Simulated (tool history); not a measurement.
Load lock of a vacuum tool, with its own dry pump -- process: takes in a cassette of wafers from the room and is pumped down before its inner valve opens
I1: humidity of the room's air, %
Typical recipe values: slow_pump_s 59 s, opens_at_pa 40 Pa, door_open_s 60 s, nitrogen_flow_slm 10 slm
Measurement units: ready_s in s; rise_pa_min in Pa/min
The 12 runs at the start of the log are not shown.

run 13 hour=4256.8 | slow_pump_s=59 opens_at_pa=40 door_open_s=47 nitrogen_flow_slm=10 | I1=46.3 | ready_s=92.5 rise_pa_min=0.049
run 14 hour=4606.3 | slow_pump_s=59 opens_at_pa=40 door_open_s=47 nitrogen_flow_slm=10 | I1=44.7 | ready_s=91.9 rise_pa_min=0.047
run 15 hour=5063.0 | slow_pump_s=59 opens_at_pa=71 door_open_s=47 nitrogen_flow_slm=10 | I1=46.0 | ready_s=89.2 rise_pa_min=0.051
run 16 hour=5590.8 | slow_pump_s=59 opens_at_pa=35 door_open_s=44 nitrogen_flow_slm=10 | I1=46.4 | ready_s=93.7 rise_pa_min=0.045
run 17 hour=5844.8 | slow_pump_s=59 opens_at_pa=40 door_open_s=97 nitrogen_flow_slm=31 | I1=44.7 | ready_s=92.0 rise_pa_min=0.048
run 18 hour=6197.7 | slow_pump_s=59 opens_at_pa=40 door_open_s=97 nitrogen_flow_slm=31 | I1=45.5 | ready_s=92.1 rise_pa_min=0.042
run 19 hour=6537.3 | slow_pump_s=98 opens_at_pa=40 door_open_s=60 nitrogen_flow_slm=29 | I1=50.2 | ready_s=120.3 rise_pa_min=0.045
run 20 hour=6764.6 | slow_pump_s=80 opens_at_pa=65 door_open_s=59 nitrogen_flow_slm=21 | I1=43.2 | ready_s=105.1 rise_pa_min=0.041
run 21 hour=7229.4 | slow_pump_s=80 opens_at_pa=65 door_open_s=59 nitrogen_flow_slm=21 | I1=44.2 | ready_s=104.8 rise_pa_min=0.041
-- hour=7313.2 door's seal changed, seat wiped
run 22 hour=7570.4 | slow_pump_s=72 opens_at_pa=60 door_open_s=60 nitrogen_flow_slm=11 | I1=44.9 | ready_s=99.5 rise_pa_min=0.050
run 23 hour=7848.2 | slow_pump_s=72 opens_at_pa=60 door_open_s=60 nitrogen_flow_slm=11 | I1=48.5 | ready_s=99.4 rise_pa_min=0.050
run 24 hour=8268.7 | slow_pump_s=72 opens_at_pa=40 door_open_s=28 nitrogen_flow_slm=10 | I1=45.0 | ready_s=102.6 rise_pa_min=0.035
run 25 hour=8781.8 | slow_pump_s=72 opens_at_pa=77 door_open_s=28 nitrogen_flow_slm=26 | I1=44.5 | ready_s=97.8 rise_pa_min=0.031
run 26 hour=9160.7 | slow_pump_s=72 opens_at_pa=77 door_open_s=28 nitrogen_flow_slm=26 | I1=45.9 | ready_s=97.7 rise_pa_min=0.032
run 27 hour=9684.5 | slow_pump_s=59 opens_at_pa=40 door_open_s=60 nitrogen_flow_slm=24 | I1=45.8 | ready_s=92.5 rise_pa_min=0.033
run 28 hour=10050.6 | slow_pump_s=59 opens_at_pa=40 door_open_s=60 nitrogen_flow_slm=24 | I1=43.7 | ready_s=92.7 rise_pa_min=0.037
run 29 hour=10373.4 | slow_pump_s=32 opens_at_pa=40 door_open_s=60 nitrogen_flow_slm=16 | I1=44.5 | ready_s=71.9 rise_pa_min=0.038
run 30 hour=10754.2 | slow_pump_s=59 opens_at_pa=40 door_open_s=118 nitrogen_flow_slm=10 | I1=42.9 | ready_s=92.3 rise_pa_min=0.049

Forecast each of these 5 alternatives for the next run:
-- hour=11093.0 dry pump taken out, an overhauled one fitted
run A hour=11193.6 | slow_pump_s=59 opens_at_pa=45 door_open_s=60 nitrogen_flow_slm=10 | I1=46.3 | ready_s=? rise_pa_min=?
-- hour=11093.0 dry pump taken out, an overhauled one fitted
run B hour=11193.6 | slow_pump_s=59 opens_at_pa=50 door_open_s=118 nitrogen_flow_slm=10 | I1=46.5 | ready_s=? rise_pa_min=?
-- hour=11093.0 dry pump taken out, an overhauled one fitted
run C hour=11193.6 | slow_pump_s=59 opens_at_pa=61 door_open_s=35 nitrogen_flow_slm=19 | I1=42.6 | ready_s=? rise_pa_min=?
-- hour=11093.0 dry pump taken out, an overhauled one fitted
run D hour=11193.6 | slow_pump_s=59 opens_at_pa=40 door_open_s=55 nitrogen_flow_slm=11 | I1=45.0 | ready_s=? rise_pa_min=?
-- hour=11093.0 dry pump taken out, an overhauled one fitted
run E hour=11193.6 | slow_pump_s=48 opens_at_pa=40 door_open_s=118 nitrogen_flow_slm=10 | I1=41.5 | ready_s=? rise_pa_min=?

run=A ready_s=91.5 rise_pa_min=0.047
run=B ready_s=91.2 rise_pa_min=0.058
run=C ready_s=90.4 rise_pa_min=0.033
run=D ready_s=92.7 rise_pa_min=0.048
run=E ready_s=83.9 rise_pa_min=0.048
Take away the tool's hidden state, keep each run's random variation, and the runs would have read:
run=A ready_s=91.5 rise_pa_min=0.046
run=B ready_s=91.2 rise_pa_min=0.057
run=C ready_s=90.4 rise_pa_min=0.032
run=D ready_s=92.7 rise_pa_min=0.048
run=E ready_s=83.9 rise_pa_min=0.048

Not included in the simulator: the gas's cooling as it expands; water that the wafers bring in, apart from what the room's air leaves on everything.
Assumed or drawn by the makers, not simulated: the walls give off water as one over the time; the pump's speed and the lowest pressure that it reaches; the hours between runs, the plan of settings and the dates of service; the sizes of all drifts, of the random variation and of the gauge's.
